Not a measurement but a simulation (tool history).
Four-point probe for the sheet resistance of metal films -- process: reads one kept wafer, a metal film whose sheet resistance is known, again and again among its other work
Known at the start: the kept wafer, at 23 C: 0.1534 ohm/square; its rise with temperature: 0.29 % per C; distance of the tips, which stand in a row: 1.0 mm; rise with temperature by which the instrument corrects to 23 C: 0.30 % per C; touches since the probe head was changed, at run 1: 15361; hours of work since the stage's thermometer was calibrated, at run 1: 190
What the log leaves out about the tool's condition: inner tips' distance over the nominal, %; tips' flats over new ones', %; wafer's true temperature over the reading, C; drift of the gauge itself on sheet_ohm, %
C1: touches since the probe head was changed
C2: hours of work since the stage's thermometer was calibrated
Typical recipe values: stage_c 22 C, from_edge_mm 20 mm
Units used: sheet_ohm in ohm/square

Run 1, hour 0: usual settings; C1 15361; C2 190. Result: sheet_ohm 0.153015 ohm/square.
Run 2, hour 20.1: usual settings; C1 15986; C2 204. Result: sheet_ohm 0.153027 ohm/square.
Run 3, hour 38.9: usual settings; C1 16569; C2 217. Result: sheet_ohm 0.153009 ohm/square.
Run 4, hour 52: usual settings; C1 16977; C2 226. Result: sheet_ohm 0.152989 ohm/square.
Run 5, hour 61.7: usual settings; C1 17279; C2 233. Result: sheet_ohm 0.152997 ohm/square.
Run 6, hour 72.3: usual settings; C1 17609; C2 240. Result: sheet_ohm 0.153019 ohm/square.
Run 7, hour 88.9: usual settings; C1 18122; C2 252. Result: sheet_ohm 0.152998 ohm/square.
Run 8, hour 101.3: usual settings; C1 18508; C2 261. Result: sheet_ohm 0.152963 ohm/square.
Run 9, hour 118.1: usual settings but from_edge_mm 64 mm; C1 19031; C2 273. Result: sheet_ohm 0.152781 ohm/square.
Run 10, hour 131.2: usual settings but from_edge_mm 64 mm; C1 19438; C2 282. Result: sheet_ohm 0.152802 ohm/square.
Run 11, hour 142.7: usual settings; C1 19795; C2 290. Result: sheet_ohm 0.152997 ohm/square.
Run 12, hour 160.3: usual settings but stage_c 27 C; C1 20341; C2 302. Result: sheet_ohm 0.152867 ohm/square.
Run 13, hour 177.6: usual settings but from_edge_mm 11 mm; C1 20881; C2 314. Result: sheet_ohm 0.153458 ohm/square.
Run 14, hour 189.9: usual settings but from_edge_mm 11 mm; C1 21263; C2 323. Result: sheet_ohm 0.153324 ohm/square.
Run 15, hour 203: usual settings but from_edge_mm 11 mm; C1 21670; C2 332. Result: sheet_ohm 0.153393 ohm/square.
Run 16, hour 219.2: usual settings; C1 22174; C2 343. Result: sheet_ohm 0.152933 ohm/square.
Run 17, hour 237.1: usual settings; C1 22730; C2 356. Result: sheet_ohm 0.152915 ohm/square.
Run 18, hour 255.6: usual settings but stage_c 26 C; C1 23304; C2 369. Result: sheet_ohm 0.152875 ohm/square.
Run 19, hour 274.9: usual settings but stage_c 26 C, from_edge_mm 5 mm; C1 23904; C2 382. Result: sheet_ohm 0.155896 ohm/square.
Run 20, hour 285.6: usual settings but stage_c 26 C, from_edge_mm 5 mm; C1 24238; C2 390. Result: sheet_ohm 0.155935 ohm/square.
Run 21, hour 299.3: usual settings but stage_c 26 C, from_edge_mm 5 mm; C1 24661; C2 400. Result: sheet_ohm 0.155871 ohm/square.
Run 22, hour 309.6: usual settings but stage_c 26 C, from_edge_mm 5 mm; C1 24983; C2 407. Result: sheet_ohm 0.155904 ohm/square.
Run 23, hour 327.1: usual settings but stage_c 25 C; C1 25528; C2 419. Result: sheet_ohm 0.152839 ohm/square.
Run 24, hour 338.2: usual settings but stage_c 25 C; C1 25870; C2 427. Result: sheet_ohm 0.152835 ohm/square.
Run 25, hour 351.9: usual settings but stage_c 28 C; C1 26297; C2 436. Result: sheet_ohm 0.152829 ohm/square.
Run 26, hour 370.4: usual settings but stage_c 28 C; C1 26872; C2 449. Result: sheet_ohm 0.15285 ohm/square.
Run 27, hour 390.7: usual settings but from_edge_mm 4 mm; C1 27503; C2 464. Result: sheet_ohm 0.157578 ohm/square.
Run 28, hour 401.2: usual settings but stage_c 24 C, from_edge_mm 9 mm; C1 27830; C2 471. Result: sheet_ohm 0.153674 ohm/square.
Run 29, hour 411.8: usual settings but stage_c 30 C, from_edge_mm 9 mm; C1 28158; C2 478. Result: sheet_ohm 0.153571 ohm/square.
Run 30, hour 430.3: usual settings but stage_c 23 C, from_edge_mm 57 mm; C1 28735; C2 491. Result: sheet_ohm 0.152702 ohm/square.
Run 31, hour 441.2: usual settings but from_edge_mm 5 mm; C1 29073; C2 499. Result: sheet_ohm 0.155838 ohm/square.
Run 32, hour 458.9: usual settings but stage_c 24 C, from_edge_mm 12 mm; C1 29624; C2 511. Result: sheet_ohm 0.153195 ohm/square.
Run 33, hour 476.7: usual settings but stage_c 26 C, from_edge_mm 31 mm; C1 30174; C2 524. Result: sheet_ohm 0.152669 ohm/square.
Run 34, hour 494.3: usual settings but stage_c 24 C, from_edge_mm 60 mm; C1 30721; C2 536. Result: sheet_ohm 0.152629 ohm/square.
Run 35, hour 503.6: usual settings but stage_c 24 C, from_edge_mm 60 mm; C1 31010; C2 543. Result: sheet_ohm 0.152616 ohm/square.
Run 36, hour 521.1: usual settings but stage_c 24 C, from_edge_mm 60 mm; C1 31554; C2 555. Result: sheet_ohm 0.152625 ohm/square.
Run 37, hour 534.1: usual settings but stage_c 33 C, from_edge_mm 19 mm; C1 31958; C2 564. Result: sheet_ohm 0.152765 ohm/square.
Run 38, hour 547.7: usual settings but stage_c 25 C, from_edge_mm 5 mm; C1 32381; C2 574. Result: sheet_ohm 0.155754 ohm/square.
Run 39, hour 567.3: usual settings but stage_c 31 C, from_edge_mm 12 mm; C1 32990; C2 587. Result: sheet_ohm 0.153138 ohm/square.
Run 40, hour 581.9: usual settings but stage_c 33 C, from_edge_mm 28 mm; C1 33445; C2 598. Result: sheet_ohm 0.152676 ohm/square.
Run 41, hour 599.9: usual settings but stage_c 20 C, from_edge_mm 26 mm; C1 34004; C2 610. Result: sheet_ohm 0.152685 ohm/square.
Run 42, hour 615.6: usual settings but from_edge_mm 5 mm; C1 34493; C2 621. Result: sheet_ohm 0.155845 ohm/square.
Run 43, hour 624.3: usual settings but from_edge_mm 5 mm; C1 34763; C2 627. Result: sheet_ohm 0.155793 ohm/square.
Run 44, hour 635: usual settings but from_edge_mm 10 mm; C1 35094; C2 635. Result: sheet_ohm 0.153429 ohm/square.
Run 45, hour 644.6: usual settings but from_edge_mm 32 mm; C1 35391; C2 642. Result: sheet_ohm 0.152683 ohm/square.

Forecast each of these 3 alternatives for the next run:
Run A, hour 665.5: usual settings but stage_c 26 C, from_edge_mm 38 mm; C1 36041; C2 656. Result: sheet_ohm ?.
Run B, hour 665.5: usual settings but stage_c 18 C, from_edge_mm 23 mm; C1 36041; C2 656. Result: sheet_ohm ?.
Run C, hour 665.5: usual settings but stage_c 25 C, from_edge_mm 37 mm; C1 36041; C2 656. Result: sheet_ohm ?.

run  sheet_ohm
  A   0.152563
  B   0.152752
  C   0.152574
Without the tool's hidden state the same runs would have given:
run  sheet_ohm
  A   0.153413
  B   0.153606
  C   0.153424
